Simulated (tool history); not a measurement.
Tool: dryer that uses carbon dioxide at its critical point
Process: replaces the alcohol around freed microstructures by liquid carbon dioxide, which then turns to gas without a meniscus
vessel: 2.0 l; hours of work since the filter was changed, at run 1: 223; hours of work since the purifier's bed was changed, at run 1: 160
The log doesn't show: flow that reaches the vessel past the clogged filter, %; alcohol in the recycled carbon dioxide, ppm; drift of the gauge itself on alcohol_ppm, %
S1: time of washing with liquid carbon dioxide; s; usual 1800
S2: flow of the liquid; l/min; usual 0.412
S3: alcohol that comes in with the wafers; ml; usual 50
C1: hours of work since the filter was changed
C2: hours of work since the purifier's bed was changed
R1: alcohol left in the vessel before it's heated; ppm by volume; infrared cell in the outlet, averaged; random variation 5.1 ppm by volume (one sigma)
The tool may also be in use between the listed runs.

run,hour,S1,S2,S3,C1,C2,R1
1,0.0,1800,0.412,50,223,160,117
# hour 13.0: inlet filter changed
2,18.4,1800,0.412,78,3,169,135
3,27.0,1800,0.412,78,7,173,128
4,44.1,1800,0.412,78,16,182,134
5,53.3,1800,0.412,78,21,186,141
6,60.8,1800,0.412,78,24,190,128
7,71.7,1740,0.376,50,30,196,169
8,79.7,1800,0.251,50,34,200,832
9,91.0,1980,0.599,50,40,206,24
10,108.3,1980,0.599,50,49,214,21
11,122.9,1980,0.599,50,56,222,36
12,139.5,1980,0.599,50,65,230,32

Forecast each of these 4 alternatives for the next run:
A,151.7,1800,0.332,39,71,237,?
B,151.7,1200,0.599,50,71,237,?
C,151.7,1440,0.599,50,71,237,?
D,151.7,2700,0.432,63,71,237,?

run,R1
A,239
B,104
C,54
D,25
Without the tool's hidden state the same runs would have given:
run,R1
A,194
B,73
C,30
D,4
